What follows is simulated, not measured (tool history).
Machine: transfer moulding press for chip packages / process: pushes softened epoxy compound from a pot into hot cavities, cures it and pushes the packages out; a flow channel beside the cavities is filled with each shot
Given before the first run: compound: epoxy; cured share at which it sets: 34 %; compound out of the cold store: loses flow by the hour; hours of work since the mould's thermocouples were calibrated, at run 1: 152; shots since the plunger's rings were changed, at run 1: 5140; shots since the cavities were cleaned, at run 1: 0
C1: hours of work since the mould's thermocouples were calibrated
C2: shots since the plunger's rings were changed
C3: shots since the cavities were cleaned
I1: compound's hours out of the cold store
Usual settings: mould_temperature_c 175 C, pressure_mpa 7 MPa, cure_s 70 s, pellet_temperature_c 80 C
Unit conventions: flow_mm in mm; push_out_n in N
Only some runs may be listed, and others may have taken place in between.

{"run": 1, "hour": 0.0, "mould_temperature_c": 175, "pressure_mpa": 7, "cure_s": 70, "pellet_temperature_c": 80, "C1": 152, "C2": 5140, "C3": 0, "I1": 13, "flow_mm": 788, "push_out_n": 260}
{"run": 2, "hour": 11.3, "mould_temperature_c": 175, "pressure_mpa": 7, "cure_s": 70, "pellet_temperature_c": 71, "C1": 159, "C2": 5295, "C3": 155, "I1": 38.9, "flow_mm": 691, "push_out_n": 294}
{"hour": 27.0, "done": "plunger's sealing rings changed"}
{"run": 3, "hour": 33.5, "mould_temperature_c": 175, "pressure_mpa": 7, "cure_s": 70, "pellet_temperature_c": 71, "C1": 170, "C2": 90, "C3": 427, "I1": 16.4, "flow_mm": 859, "push_out_n": 340}
{"hour": 38.8, "done": "cavities cleaned with cleaning compound and waxed"}
{"run": 4, "hour": 45.3, "mould_temperature_c": 175, "pressure_mpa": 8.67, "cure_s": 70, "pellet_temperature_c": 80, "C1": 176, "C2": 232, "C3": 90, "I1": 39.7, "flow_mm": 853, "push_out_n": 278}
{"run": 5, "hour": 57.0, "mould_temperature_c": 175, "pressure_mpa": 5.62, "cure_s": 70, "pellet_temperature_c": 80, "C1": 183, "C2": 394, "C3": 252, "I1": 13.6, "flow_mm": 777, "push_out_n": 319}
{"run": 6, "hour": 67.9, "mould_temperature_c": 175, "pressure_mpa": 5.62, "cure_s": 70, "pellet_temperature_c": 80, "C1": 189, "C2": 544, "C3": 402, "I1": 16.1, "flow_mm": 755, "push_out_n": 332}
{"hour": 75.9, "done": "cavities cleaned with cleaning compound and waxed"}
{"run": 7, "hour": 84.2, "mould_temperature_c": 177, "pressure_mpa": 7, "cure_s": 70, "pellet_temperature_c": 80, "C1": 198, "C2": 747, "C3": 114, "I1": 39.1, "flow_mm": 765, "push_out_n": 276}
{"run": 8, "hour": 102.5, "mould_temperature_c": 175, "pressure_mpa": 7, "cure_s": 89, "pellet_temperature_c": 80, "C1": 209, "C2": 1000, "C3": 367, "I1": 16.3, "flow_mm": 841, "push_out_n": 280}
{"hour": 112.4, "done": "cavities cleaned with cleaning compound and waxed"}
{"run": 9, "hour": 115.2, "mould_temperature_c": 171, "pressure_mpa": 8.63, "cure_s": 89, "pellet_temperature_c": 80, "C1": 215, "C2": 1154, "C3": 38, "I1": 10.9, "flow_mm": 972, "push_out_n": 240}
{"run": 10, "hour": 128.8, "mould_temperature_c": 171, "pressure_mpa": 8.63, "cure_s": 89, "pellet_temperature_c": 80, "C1": 223, "C2": 1341, "C3": 225, "I1": 23.6, "flow_mm": 916, "push_out_n": 265}

Forecast run 11:
{"hour": 132.1, "done": "mould's thermocouples calibrated"}
{"run": 11, "hour": 147.5, "mould_temperature_c": 175, "pressure_mpa": 7, "cure_s": 70, "pellet_temperature_c": 83, "C1": 9, "C2": 1571, "C3": 455, "I1": 33.3, "flow_mm": "?", "push_out_n": "?"}

flow_mm: 781 mm
push_out_n: 316 N
Were there no unlogged condition in the tool, this run, its random variation unchanged, would have produced flow_mm 804 mm, push_out_n 238 N.
